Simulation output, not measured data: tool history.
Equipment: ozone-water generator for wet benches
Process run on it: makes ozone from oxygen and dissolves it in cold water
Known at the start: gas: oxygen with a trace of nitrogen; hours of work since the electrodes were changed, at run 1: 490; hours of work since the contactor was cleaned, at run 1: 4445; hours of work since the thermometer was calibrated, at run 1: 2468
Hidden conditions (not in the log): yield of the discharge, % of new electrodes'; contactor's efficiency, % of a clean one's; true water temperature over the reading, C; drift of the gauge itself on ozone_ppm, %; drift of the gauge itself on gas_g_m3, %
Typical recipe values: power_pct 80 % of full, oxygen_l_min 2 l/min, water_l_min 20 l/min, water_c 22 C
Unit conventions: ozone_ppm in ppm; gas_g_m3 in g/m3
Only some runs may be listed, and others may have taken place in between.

run      day  power_pct  oxygen_l_min  water_l_min  water_c  hours of work since the electrodes were changed  hours of work since the contactor was cleaned  hours of work since the thermometer was calibrated  ozone_ppm  gas_g_m3
  1        0         80             2           20       22                                              490                                           4445                                                2468       11.6     266.9
  2    4.662         80             2           20       22                                              591                                           4545                                                2568       11.7     263.9
  3    8.092         80             2           30       22                                              665                                           4620                                                2642        7.1     263.7
  4   10.333         73             2           30       22                                              713                                           4668                                                2691        6.4     250.5
  5   12.483         73             2           30       22                                              760                                           4714                                                2737        6.6     249.5
  6     16.9         80             2           20       22                                              855                                           4809                                                2832       11.8     265.8
  7   21.525         80             2           20       22                                              955                                           4909                                                2932       11.9     267.4
  8   25.396         40             2           20       22                                             1038                                           4993                                                3015        7.1     160.6
  9   29.938         80             2           20       15                                             1136                                           5091                                                3113       12.4     263.6
 10   34.592         80             2           20       15                                             1237                                           5191                                                3214       12.4     263.4
 11   37.671         80             2           20       22                                             1303                                           5258                                                3280       11.7       262
 12   42.175         80             2           20       22                                             1400                                           5355                                                3378       11.7     261.4
 13   44.433         80             2           20       22                                             1449                                           5404                                                3426       11.8     261.6
 14     46.6         80             2           20       22                                             1496                                           5450                                                3473       11.7       263
 15   49.958         80          1.96           20       22                                             1568                                           5523                                                3545       11.4     266.5
 16   53.567         80             2           20       22                                             1646                                           5601                                                3623       11.7     264.1
 17   58.104         61             2           20       24                                             1744                                           5699                                                3721        9.3     215.1
 18   61.088         61             2           20       24                                             1808                                           5763                                                3786        9.4     214.6
 19   65.629         61             2           20       24                                             1906                                           5861                                                3883        9.3     214.8
 20   68.871         61             2           20       24                                             1976                                           5931                                                3953        9.4     216.3
 21   71.475         61             2           20       24                                             2032                                           5987                                                4010        9.3     215.3
 22   75.133         80             2           26       22                                             2111                                           6066                                                4089        8.3     260.2
 23   79.262         47          2.49           26       16                                             2200                                           6155                                                4178        6.5       160
 24   83.804         47          2.49           26       16                                             2298                                           6253                                                4276        6.5       159
 25     86.7         56             2           20       29                                             2361                                           6316                                                4338        8.4       202
 26   91.071         54          1.17           13       22                                             2455                                           6410                                                4432       12.7     255.1
 27   95.688         41          1.86           21       21                                             2555                                           6509                                                4532        6.7     166.8
 28      100         80             2           13       25                                             2648                                           6602                                                4625         18     256.1
 29  103.917         80             2           13       17                                             2732                                           6687                                                4710       19.9     258.3
 30  107.746         46          3.25           26       16                                             2815                                           6770                                                4792        6.8     135.4
 31  112.262         46          1.84           22       16                                             2912                                           6867                                                4890        7.2     180.8
 32  116.421         74          2.87           13       23                                             3002                                           6957                                                4979       18.1     202.9

Alternative continuations, all from the tool just after run 32; predict every row:
  A  120.258         51          2.64           20       19                                             3085                                           7040                                                5062          ?         ?
  B  120.258         80          1.46           20       22                                             3085                                           7040                                                5062          ?         ?
  C  120.258         99          2.41           20       21                                             3085                                           7040                                                5062          ?         ?
  D  120.258         63          2.22           16       23                                             3085                                           7040                                                5062          ?         ?

run  ozone_ppm  gas_g_m3
  A        9.2     163.9
  B       10.9     300.7
  C       14.3     272.8
  D       12.4     205.5
Take away the tool's hidden state, keep each run's random variation, and the runs would have read:
run  ozone_ppm  gas_g_m3
  A        9.2       169
  B       10.9       310
  C       14.3     281.3
  D       12.4     211.8
